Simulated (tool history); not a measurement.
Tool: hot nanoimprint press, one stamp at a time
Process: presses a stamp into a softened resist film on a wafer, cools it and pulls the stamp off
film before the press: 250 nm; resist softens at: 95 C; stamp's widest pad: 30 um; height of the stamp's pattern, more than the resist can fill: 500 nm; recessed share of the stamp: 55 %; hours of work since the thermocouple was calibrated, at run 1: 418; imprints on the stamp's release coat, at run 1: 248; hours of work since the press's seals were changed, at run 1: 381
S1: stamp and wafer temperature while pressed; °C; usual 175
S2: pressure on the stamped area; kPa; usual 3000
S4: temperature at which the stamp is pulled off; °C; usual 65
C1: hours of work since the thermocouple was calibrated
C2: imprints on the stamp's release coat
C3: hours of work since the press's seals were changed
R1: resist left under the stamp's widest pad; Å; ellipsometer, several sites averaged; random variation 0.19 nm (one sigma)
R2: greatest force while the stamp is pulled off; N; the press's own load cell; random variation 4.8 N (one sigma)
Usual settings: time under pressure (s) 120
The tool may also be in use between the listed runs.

run 1 hour=0 | S1=175 S2=3000 time_under_pressure_(s)=120 S4=65 | C1=418 C2=248 C3=381 | R1=1000 R2=244
-- hour=10.2 plate thermocouple calibrated
run 2 hour=24.3 | S1=175 S2=3000 time_under_pressure_(s)=120 S4=65 | C1=9 C2=332 C3=394 | R1=992 R2=244
run 3 hour=34.8 | S1=175 S2=3000 time_under_pressure_(s)=120 S4=65 | C1=15 C2=373 C3=401 | R1=990 R2=238
run 4 hour=48.4 | S1=175 S2=3000 time_under_pressure_(s)=120 S4=65 | C1=24 C2=427 C3=409 | R1=995 R2=248
run 5 hour=63.9 | S1=180 S2=3000 time_under_pressure_(s)=120 S4=65 | C1=33 C2=488 C3=419 | R1=862 R2=254
run 6 hour=73.4 | S1=180 S2=3000 time_under_pressure_(s)=120 S4=65 | C1=39 C2=525 C3=425 | R1=865 R2=257
run 7 hour=88.3 | S1=180 S2=3000 time_under_pressure_(s)=120 S4=65 | C1=49 C2=584 C3=434 | R1=865 R2=252
run 8 hour=110.2 | S1=175 S2=1830 time_under_pressure_(s)=120 S4=65 | C1=62 C2=671 C3=448 | R1=1230 R2=257
run 9 hour=124.9 | S1=175 S2=1830 time_under_pressure_(s)=120 S4=65 | C1=72 C2=729 C3=457 | R1=1228 R2=256
-- hour=143.6 plate thermocouple calibrated, once more
run 10 hour=143.6 | S1=175 S2=1830 time_under_pressure_(s)=120 S4=65 | C1=0 C2=790 C3=467 | R1=1271 R2=267
run 11 hour=162.1 | S1=170 S2=2050 time_under_pressure_(s)=170 S4=65 | C1=12 C2=863 C3=478 | R1=1216 R2=283
run 12 hour=184 | S1=170 S2=2050 time_under_pressure_(s)=170 S4=65 | C1=25 C2=950 C3=492 | R1=1215 R2=288
run 13 hour=204 | S1=170 S2=3600 time_under_pressure_(s)=115 S4=59 | C1=38 C2=1029 C3=504 | R1=1108 R2=311
run 14 hour=219.3 | S1=175 S2=3000 time_under_pressure_(s)=115 S4=70 | C1=47 C2=1089 C3=514 | R1=1038 R2=252
run 15 hour=229.5 | S1=175 S2=2000 time_under_pressure_(s)=61 S4=71 | C1=54 C2=1129 C3=520 | R1=1528 R2=262
run 16 hour=250.5 | S1=167 S2=3000 time_under_pressure_(s)=120 S4=65 | C1=67 C2=1212 C3=533 | R1=1277 R2=281
run 17 hour=259.6 | S1=175 S2=3000 time_under_pressure_(s)=93 S4=65 | C1=72 C2=1248 C3=539 | R1=1129 R2=285

Run 18 comes next. What will it give?
-- hour=271.4 stamp cleaned and given a new release coat
run 18 hour=280.5 | S1=171 S2=3940 time_under_pressure_(s)=93 S4=51 | C1=82 C2=36 C3=548 | R1=? R2=?

{"run 18": {"R1": 1118, "R2": 293}}
Without the tool's hidden state the same run would have given R1 1107 Å, R2 291 N.
